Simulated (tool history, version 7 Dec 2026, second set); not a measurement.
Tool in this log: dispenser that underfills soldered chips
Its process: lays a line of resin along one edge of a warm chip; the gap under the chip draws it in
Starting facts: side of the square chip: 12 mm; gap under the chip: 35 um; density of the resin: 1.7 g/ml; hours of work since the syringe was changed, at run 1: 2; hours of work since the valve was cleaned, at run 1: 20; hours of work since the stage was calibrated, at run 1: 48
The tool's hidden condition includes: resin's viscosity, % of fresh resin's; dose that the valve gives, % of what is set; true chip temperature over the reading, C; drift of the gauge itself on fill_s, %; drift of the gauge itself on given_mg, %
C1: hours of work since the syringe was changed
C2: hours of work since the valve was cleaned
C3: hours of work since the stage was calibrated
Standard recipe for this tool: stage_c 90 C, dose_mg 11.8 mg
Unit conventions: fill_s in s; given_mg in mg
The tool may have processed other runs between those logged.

run 1 hour=0 | stage_c=90 dose_mg=11.8 | C1=2 C2=20 C3=48 | fill_s=325.8 given_mg=11.61
run 2 hour=3.5 | stage_c=90 dose_mg=12.9 | C1=5 C2=23 C3=50 | fill_s=380.3 given_mg=12.68
run 3 hour=6 | stage_c=90 dose_mg=11.8 | C1=6 C2=25 C3=52 | fill_s=434.8 given_mg=11.6
run 4 hour=9 | stage_c=90 dose_mg=11.8 | C1=9 C2=27 C3=54 | fill_s=502.4 given_mg=11.59
-- hour=10.2 new syringe of resin
run 5 hour=11.7 | stage_c=90 dose_mg=11.8 | C1=1 C2=28 C3=56 | fill_s=303.6 given_mg=11.56
run 6 hour=13.8 | stage_c=92 dose_mg=11.8 | C1=3 C2=30 C3=57 | fill_s=310.4 given_mg=11.56
run 7 hour=17.1 | stage_c=90 dose_mg=11.8 | C1=5 C2=32 C3=59 | fill_s=393 given_mg=11.58
run 8 hour=19.4 | stage_c=90 dose_mg=11.8 | C1=6 C2=34 C3=61 | fill_s=432.5 given_mg=11.53
-- hour=23.9 new syringe of resin
run 9 hour=24 | stage_c=90 dose_mg=11.8 | C1=0 C2=37 C3=64 | fill_s=280 given_mg=11.51
run 10 hour=26 | stage_c=90 dose_mg=11.8 | C1=1 C2=38 C3=65 | fill_s=311 given_mg=11.5
run 11 hour=29.5 | stage_c=91 dose_mg=11.8 | C1=4 C2=41 C3=68 | fill_s=361.9 given_mg=11.52
run 12 hour=33.4 | stage_c=90 dose_mg=11.8 | C1=7 C2=43 C3=71 | fill_s=438.3 given_mg=11.45
run 13 hour=35.4 | stage_c=90 dose_mg=11.9 | C1=8 C2=45 C3=72 | fill_s=483.7 given_mg=11.57
-- hour=37.6 dispensing valve cleaned and set on the balance
-- hour=38.4 new syringe of resin
run 14 hour=40 | stage_c=90 dose_mg=11.9 | C1=1 C2=1 C3=74 | fill_s=297.3 given_mg=11.86
run 15 hour=43.2 | stage_c=90 dose_mg=11.9 | C1=3 C2=4 C3=76 | fill_s=352.6 given_mg=11.83
run 16 hour=46.4 | stage_c=94 dose_mg=12.2 | C1=6 C2=6 C3=79 | fill_s=349.7 given_mg=12.08
run 17 hour=49.8 | stage_c=76 dose_mg=13.3 | C1=8 C2=8 C3=81 | fill_s=793.9 given_mg=13.21
-- hour=51.9 new syringe of resin
run 18 hour=53.7 | stage_c=76 dose_mg=13.3 | C1=1 C2=11 C3=84 | fill_s=502.2 given_mg=13.18
run 19 hour=55.7 | stage_c=76 dose_mg=15 | C1=3 C2=12 C3=85 | fill_s=545.4 given_mg=14.88
run 20 hour=60.2 | stage_c=101 dose_mg=10.6 | C1=6 C2=15 C3=88 | fill_s=280.2 given_mg=10.46
run 21 hour=64.8 | stage_c=88 dose_mg=11.2 | C1=9 C2=18 C3=91 | fill_s=546.2 given_mg=11

Estimate the outcome of run 22 from the log above:
-- hour=65.4 new syringe of resin
run 22 hour=67.2 | stage_c=88 dose_mg=11.2 | C1=1 C2=20 C3=93 | fill_s=? given_mg=?

{"run 22": {"fill_s": 332.6, "given_mg": 11.03}}
Without the tool's hidden state the same run would have given fill_s 308 s, given_mg 11.19 mg.
